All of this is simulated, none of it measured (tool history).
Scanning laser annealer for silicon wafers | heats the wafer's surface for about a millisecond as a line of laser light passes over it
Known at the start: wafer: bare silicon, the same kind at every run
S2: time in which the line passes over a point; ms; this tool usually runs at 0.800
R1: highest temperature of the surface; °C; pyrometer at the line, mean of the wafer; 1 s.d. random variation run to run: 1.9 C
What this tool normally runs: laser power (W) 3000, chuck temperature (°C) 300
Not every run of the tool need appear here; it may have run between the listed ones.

Run 1, hour 0.0: usual settings. Result: R1 1088 °C.
Run 2, hour 88.1: usual settings. Result: R1 1083 °C.
Run 3, hour 176.0: usual settings. Result: R1 1079 °C.
Run 4, hour 269.2: usual settings. Result: R1 1070 °C.
At hour 315.4: window over the wafer cleaned.
Run 5, hour 317.3: usual settings but chuck temperature (°C) 298. Result: R1 1102 °C.
Run 6, hour 359.7: usual settings but chuck temperature (°C) 298. Result: R1 1103 °C.
Run 7, hour 429.5: usual settings but chuck temperature (°C) 281. Result: R1 1079 °C.
Run 8, hour 488.2: usual settings but chuck temperature (°C) 316. Result: R1 1109 °C.
Run 9, hour 538.2: usual settings but S2 0.627 ms, chuck temperature (°C) 273. Result: R1 981 °C.
Run 10, hour 614.5: usual settings but laser power (W) 2720. Result: R1 1006 °C.
Run 11, hour 679.6: usual settings but laser power (W) 2950, S2 0.963 ms, chuck temperature (°C) 283. Result: R1 1115 °C.

Each row is a separate what-if for the run after 11, all from the same tool condition, not one after another. Results?
Run A, hour 772.6: usual settings but laser power (W) 2842, S2 0.963 ms, chuck temperature (°C) 273. Result: R1 ?.
Run B, hour 772.6: usual settings but laser power (W) 2950, S2 0.963 ms, chuck temperature (°C) 285. Result: R1 ?.
Run C, hour 772.6: usual settings but laser power (W) 2950, S2 0.692 ms, chuck temperature (°C) 331. Result: R1 ?.

run    R1
  A  1070
  B  1112
  C  1049
Without the tool's hidden state the same runs would have given:
run    R1
  A  1096
  B  1140
  C  1073
